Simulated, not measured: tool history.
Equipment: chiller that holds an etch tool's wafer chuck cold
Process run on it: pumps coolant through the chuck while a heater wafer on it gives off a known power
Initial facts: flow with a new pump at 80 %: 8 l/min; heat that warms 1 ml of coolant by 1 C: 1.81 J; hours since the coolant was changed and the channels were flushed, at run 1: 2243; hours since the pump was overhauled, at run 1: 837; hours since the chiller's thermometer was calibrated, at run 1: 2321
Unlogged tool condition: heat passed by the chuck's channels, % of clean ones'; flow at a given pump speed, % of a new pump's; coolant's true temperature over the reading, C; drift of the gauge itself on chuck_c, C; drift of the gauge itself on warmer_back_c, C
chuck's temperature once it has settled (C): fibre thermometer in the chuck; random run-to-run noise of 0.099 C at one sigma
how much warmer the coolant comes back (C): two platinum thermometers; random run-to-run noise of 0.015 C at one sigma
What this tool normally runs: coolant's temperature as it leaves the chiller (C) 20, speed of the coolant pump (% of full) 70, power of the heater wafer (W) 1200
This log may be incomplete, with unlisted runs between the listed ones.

run    hour  coolant's temperature as it leaves the chiller (C)  speed of the coolant pump (% of full)  power of the heater wafer (W)  hours since the coolant was changed and the channels were flushed  hours since the pump was overhauled  hours since the chiller's thermometer was calibrated  chuck's temperature once it has settled (C)  how much warmer the coolant comes back (C)
  1       0                                                  20                                     70                           1200                                                               2243                                  837                                                  2321                                        36.99                                        5.72
  2    32.2                                                  20                                     70                            854                                                               2275                                  869                                                  2353                                        31.97                                        4.06
  3    68.5                                                  20                                     70                            854                                                               2312                                  905                                                  2390                                        32.08                                        4.09
  4   118.2                                                  20                                     70                            854                                                               2361                                  955                                                  2439                                        31.96                                         4.1
  5   157.6                                                  30                                     70                           1200                                                               2401                                  994                                                  2479                                        46.92                                        5.76
  6   190.5                                                  20                                     70                           1200                                                               2434                                 1027                                                  2512                                        36.87                                         5.8
  7   245.3                                                  20                                     70                           1200                                                               2488                                 1082                                                  2566                                        36.84                                        5.81
  8   287.7                                                  20                                     70                           1200                                                               2531                                 1125                                                  2609                                        36.94                                        5.85
  9     334                                                  20                                     70                           1200                                                               2577                                 1171                                                  2655                                         36.9                                        5.86
 10   366.9                                                  20                                     70                           1200                                                               2610                                 1204                                                  2688                                        36.85                                        5.87
 11   409.7                                                  20                                     70                           1200                                                               2653                                 1246                                                  2731                                           37                                        5.88
 12   453.4                                                  20                                     70                           1200                                                               2696                                 1290                                                  2775                                           37                                         5.9
      477.7  -- gauge calibrated
 13   511.4                                                  20                                     72                           1200                                                               2754                                 1348                                                  2833                                        36.63                                        5.54
 14   551.6                                                  20                                     72                           1449                                                               2795                                 1388                                                  2873                                         40.1                                        6.73
 15   605.1                                                  20                                     70                           1200                                                               2848                                 1442                                                  2926                                        36.96                                        5.76
      633.1  -- chiller's thermometer calibrated
 16   663.2                                                  20                                     70                           1200                                                               2905                                 1499                                                    30                                        36.92                                        5.78
 17   713.4                                                  19                                     80                           1630                                                               2955                                 1549                                                    80                                        40.42                                        6.87
 18   740.8                                                  10                                     98                            757                                                               2983                                 1577                                                   108                                        18.83                                         2.7
 19   786.8                                                  26                                     70                            912                                                               3029                                 1623                                                   154                                        38.98                                        4.47
 20   834.1                                                  21                                     92                           1072                                                               3076                                 1670                                                   201                                        34.05                                        4.05
 21   891.4                                                  17                                     96                            992                                                               3133                                 1727                                                   258                                        28.86                                        3.62
 22   927.7                                                  29                                     73                           1283                                                               3170                                 1764                                                   295                                        46.67                                        6.05
 23   955.4                                                  13                                     76                           1314                                                               3197                                 1791                                                   322                                        30.74                                        5.94
 24   994.3                                                  18                                     70                           1200                                                               3236                                 1830                                                   361                                        34.94                                        5.93
 25  1021.4                                                  17                                     84                           1006                                                               3263                                 1857                                                   388                                        29.83                                        4.24
 26  1054.7                                                  14                                     84                           1744                                                               3297                                 1891                                                   422                                        36.24                                        7.17
 27  1083.2                                                  28                                     91                           1309                                                               3325                                 1919                                                   450                                         43.9                                        5.08
 28  1140.8                                                  20                                     70                            873                                                               3383                                 1977                                                   508                                        32.25                                        4.48
 29  1179.9                                                  20                                     70                           1661                                                               3422                                 2016                                                   547                                        43.49                                        8.21
 30  1223.1                                                  17                                     71                            646                                                               3465                                 2059                                                   590                                        25.97                                        3.37
 31  1277.5                                                  15                                    100                           1274                                                               3520                                 2113                                                   644                                        29.91                                        4.64
 32  1305.2                                                  14                                    100                           1183                                                               3547                                 2141                                                   672                                        27.84                                        4.34

Predict each of these 3 candidate next runs independently; none follows another, all start after run 32:
  A  1356.2                                                  14                                     75                            914                                                               3598                                 2192                                                   723                                            ?                                           ?
  B  1356.2                                                  25                                     66                            930                                                               3598                                 2192                                                   723                                            ?                                           ?
  C  1356.2                                                  14                                    100                           1089                                                               3598                                 2192                                                   723                                            ?                                           ?

run  chuck's temperature once it has settled (C)  how much warmer the coolant comes back (C)
  A                                        26.26                                        4.45
  B                                        38.59                                        5.11
  C                                        26.78                                        4.05
With the hidden condition removed and each run's random variation left untouched, the same runs would have given:
run  chuck's temperature once it has settled (C)  how much warmer the coolant comes back (C)
  A                                        26.25                                        4.02
  B                                        38.58                                        4.69
  C                                        26.77                                        3.62

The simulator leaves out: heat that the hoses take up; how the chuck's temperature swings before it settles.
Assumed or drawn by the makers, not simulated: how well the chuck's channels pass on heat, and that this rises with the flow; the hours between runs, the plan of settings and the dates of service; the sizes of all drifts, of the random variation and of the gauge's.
